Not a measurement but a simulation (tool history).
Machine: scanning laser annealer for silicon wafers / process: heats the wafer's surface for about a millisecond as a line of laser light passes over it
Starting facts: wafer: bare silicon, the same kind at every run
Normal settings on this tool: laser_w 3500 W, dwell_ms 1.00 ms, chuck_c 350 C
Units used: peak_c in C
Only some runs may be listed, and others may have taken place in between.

run	day	laser_w	dwell_ms	chuck_c	peak_c
1	0.000	3500	1.00	350	1059
2	0.571	3500	0.80	350	971
3	1.167	3500	0.80	350	971
4	1.608	3500	0.80	350	971
5	1.992	3500	1.00	350	1055
6	2.758	3500	1.00	335	1040
7	3.421	3500	1.00	335	1038
8	4.092	3500	1.00	335	1038
9	4.912	3500	1.00	335	1035
10	5.733	3500	1.00	335	1033
11	6.267	3500	1.00	335	1038
12	6.908	3500	1.00	314	1015
13	7.792	3500	1.17	350	1119
14	8.550	3500	1.17	350	1113
15	8.988	3500	1.17	350	1111
16	9.600	3500	1.17	350	1117
17	10.446	3500	1.17	350	1111
18	10.879	3500	1.17	350	1109
19	11.754	3500	1.17	350	1109
20	12.242	3500	1.17	350	1111
21	13.017	3500	1.17	350	1110
22	13.433	3500	1.17	350	1107
23	14.271	3500	1.00	361	1059
24	14.854	3185	0.76	350	879
25	15.396	3185	0.76	350	877
26	15.788	3502	1.17	387	1146
27	16.350	3502	1.17	387	1144
28	17.138	3502	1.17	387	1145
29	17.879	3502	0.70	387	951
30	18.646	3724	1.08	350	1130
31	19.133	3724	1.08	350	1130
# day 19.717: window over the wafer cleaned
32	19.725	3724	1.08	350	1171
33	20.588	3724	1.21	386	1260
34	21.008	3528	1.01	349	1088
35	21.671	3500	0.85	367	1030

5 ways to go on from here, each from the tool as it stands after run 35. What would each give?
A	22.079	3500	1.01	379	?
B	22.079	3089	1.18	367	?
C	22.079	3603	0.78	346	?
D	22.079	3663	0.84	367	?
E	22.079	3500	0.85	330	?

run	peak_c
A	1110
B	1055
C	1000
D	1061
E	993
Take away the tool's hidden state, keep each run's random variation, and the runs would have read:
run	peak_c
A	1124
B	1068
C	1013
D	1075
E	1006
